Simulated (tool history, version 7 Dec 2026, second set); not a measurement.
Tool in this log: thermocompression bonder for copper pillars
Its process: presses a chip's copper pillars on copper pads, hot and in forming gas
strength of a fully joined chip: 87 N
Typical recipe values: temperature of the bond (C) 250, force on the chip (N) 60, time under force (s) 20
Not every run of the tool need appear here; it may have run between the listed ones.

| run | hour | temperature of the bond (C) | force on the chip (N) | time under force (s) | force that shears a chip off (N) |
|---|---|---|---|---|---|
| 1 | 0 | 250 | 60 | 20 | 34.9 |
| 2 | 72.3 | 250 | 60 | 20 | 34.1 |
|  | 98.9 | heater calibrated with a thermocouple chip |
| 3 | 120 | 250 | 60 | 20 | 32.4 |
| 4 | 171 | 250 | 60 | 20 | 31.6 |
| 5 | 252.7 | 250 | 38 | 20 | 19 |
|  | 314.2 | heater calibrated with a thermocouple chip, once more |
| 6 | 339.5 | 250 | 60 | 20 | 40.8 |
| 7 | 409.1 | 250 | 60 | 20 | 39.9 |
|  | 429.9 | forming gas filter changed |
| 8 | 507.4 | 250 | 60 | 19 | 40.7 |
|  | 567.6 | force cell calibrated |
| 9 | 575.2 | 250 | 60 | 19 | 37.2 |
| 10 | 657.9 | 277 | 60 | 20 | 54.2 |
| 11 | 718.9 | 277 | 60 | 20 | 53.7 |
| 12 | 792.4 | 277 | 60 | 20 | 52.9 |
| 13 | 844.1 | 277 | 60 | 20 | 52 |
| 14 | 920 | 277 | 78 | 20 | 62 |
|  | 945.6 | forming gas filter changed |
| 15 | 961.6 | 277 | 78 | 20 | 65.6 |
| 16 | 1003.5 | 250 | 60 | 20 | 36.6 |
| 17 | 1086 | 250 | 60 | 35 | 43.5 |
| 18 | 1160.5 | 250 | 60 | 35 | 43.7 |
| 19 | 1214.6 | 250 | 38 | 20 | 20.4 |
| 20 | 1305.3 | 257 | 70 | 38 | 54.3 |
| 21 | 1384.9 | 250 | 88 | 16 | 46 |
|  | 1430 | heater calibrated with a thermocouple chip |
|  | 1456.8 | forming gas filter changed |
| 22 | 1466.8 | 247 | 60 | 20 | 39.7 |
| 23 | 1524.4 | 247 | 60 | 20 | 39.7 |
| 24 | 1621 | 238 | 52 | 11 | 22 |
| 25 | 1716.9 | 266 | 48 | 20 | 40.6 |
| 26 | 1780.6 | 237 | 38 | 47 | 26.1 |
|  | 1822.7 | force cell calibrated |
| 27 | 1862 | 237 | 38 | 47 | 23.1 |
| 28 | 1916 | 237 | 38 | 47 | 23.4 |
|  | 1966.5 | forming gas filter changed |
| 29 | 1980.5 | 237 | 38 | 47 | 23.5 |
| 30 | 2062.3 | 237 | 90 | 47 | 56.5 |
| 31 | 2146.1 | 237 | 90 | 25 | 46.7 |
| 32 | 2191.9 | 249 | 64 | 16 | 33.4 |
| 33 | 2274.6 | 221 | 38 | 11 | 8.1 |
| 34 | 2353.9 | 221 | 38 | 11 | 8.3 |
| 35 | 2400.2 | 221 | 38 | 11 | 8.3 |
|  | 2477.5 | forming gas filter changed |
| 36 | 2499.3 | 221 | 53 | 60 | 26.2 |
|  | 2540.5 | heater calibrated with a thermocouple chip |
| 37 | 2589.3 | 221 | 53 | 60 | 33.6 |

Measured minus without-hidden-state, run by run (identical run-to-run variation in each term; gauge scatter may differ):
Hidden state at play: true temperature of the bond over the reading, C; force that reaches the chip, % of what is set; oxide that the forming gas leaves, % of the face; drift of the gauge itself on shear_n, %.
| run | force that shears a chip off (N) |
|---|---|
| 1 | -5.4 |
| 2 | -5.9 |
| 3 | -7.4 |
| 4 | -7.7 |
| 5 | -5.6 |
| 6 | +1 |
| 7 | +0.4 |
| 8 | +1.7 |
| 9 | -1.7 |
| 10 | -2.7 |
| 11 | -3.3 |
| 12 | -3.9 |
| 13 | -4.3 |
| 14 | -5.3 |
| 15 | -2.7 |
| 16 | -3.3 |
| 17 | -4.3 |
| 18 | -5 |
| 19 | -3.3 |
| 20 | -6.6 |
| 21 | -7.2 |
| 22 | +2.1 |
| 23 | +1.6 |
| 24 | +0.5 |
| 25 | +0.1 |
| 26 | -0.4 |
| 27 | -3.4 |
| 28 | -3.8 |
| 29 | -3 |
| 30 | -5.4 |
| 31 | -6 |
| 32 | -5.2 |
| 33 | -2 |
| 34 | -2.2 |
| 35 | -2.2 |
| 36 | -5.7 |
| 37 | +1.2 |
